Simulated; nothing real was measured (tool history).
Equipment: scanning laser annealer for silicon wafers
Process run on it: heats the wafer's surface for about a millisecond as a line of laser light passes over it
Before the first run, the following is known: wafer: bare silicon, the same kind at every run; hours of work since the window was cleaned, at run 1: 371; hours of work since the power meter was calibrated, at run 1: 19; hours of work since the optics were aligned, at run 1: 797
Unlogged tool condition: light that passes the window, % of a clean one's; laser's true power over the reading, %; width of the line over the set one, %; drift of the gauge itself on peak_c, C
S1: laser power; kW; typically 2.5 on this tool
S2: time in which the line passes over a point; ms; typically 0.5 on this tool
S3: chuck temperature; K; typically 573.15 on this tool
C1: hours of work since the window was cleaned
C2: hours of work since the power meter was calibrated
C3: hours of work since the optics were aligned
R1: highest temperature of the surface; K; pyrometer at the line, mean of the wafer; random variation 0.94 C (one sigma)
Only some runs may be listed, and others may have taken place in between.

run,hour,S1,S2,S3,C1,C2,C3,R1
1,0,2.5,0.5,573.15,371,19,797,1366.45
2,13.1,2.5,0.5,591.15,380,29,806,1383.45
3,25.9,2.5,0.5,591.15,389,38,815,1382.65
4,35.2,2.5,0.5,573.15,396,44,822,1363.25
5,50.5,2.626,0.5,573.15,407,55,833,1406.15
6,66.5,2.626,0.5,573.15,419,67,844,1406.55
7,76.9,2.5,0.5,537.15,426,74,852,1327.85
8,94.9,2.5,0.5,611.15,439,87,865,1400.15
9,113,2.5,0.5,611.15,452,100,878,1402.55
10,131.3,2.5,0.5,611.15,465,113,891,1401.65
11,150,2.5,0.5,573.15,479,127,904,1364.55
12,160.3,2.5,0.5,573.15,486,134,912,1364.15
13,177.4,2.5,0.5,573.15,498,147,924,1364.45
14,196.4,2.27,0.417,573.15,512,160,938,1225.45
15,206.8,2.27,0.417,573.15,519,168,945,1223.15
16,224.6,2.27,0.417,573.15,532,181,958,1223.05
17,236.3,2.27,0.417,573.15,541,189,966,1226.05
18,245.5,2.35,0.417,609.15,547,196,973,1284.55
19,258.2,2.5,0.443,573.15,556,205,982,1314.75
20,272.1,2.5,0.443,573.15,566,215,992,1314.95
21,281.5,2.5,0.443,573.15,573,221,999,1315.65
22,291.8,2.5,0.443,573.15,581,229,1006,1316.55
23,308.2,2.714,0.443,599.15,592,241,1018,1406.65
24,320.4,2.478,0.53,607.15,601,249,1027,1415.85
25,338,2.715,0.504,602.15,614,262,1039,1468.65

Alternative continuations, all from the tool just after run 25; predict every row:
A,346.3,2.174,0.517,573.15,620,268,1045,?
B,346.3,2.5,0.375,570.15,620,268,1045,?
C,346.3,2.715,0.434,568.15,620,268,1045,?
D,346.3,2.5,0.42,573.15,620,268,1045,?
E,346.3,2.313,0.4,589.15,620,268,1045,?

run,R1
A,1270.35
B,1250.05
C,1366.75
D,1296.15
E,1238.35
Take away the tool's hidden state, keep each run's random variation, and the runs would have read:
run,R1
A,1271.35
B,1251.15
C,1367.95
D,1297.25
E,1239.35
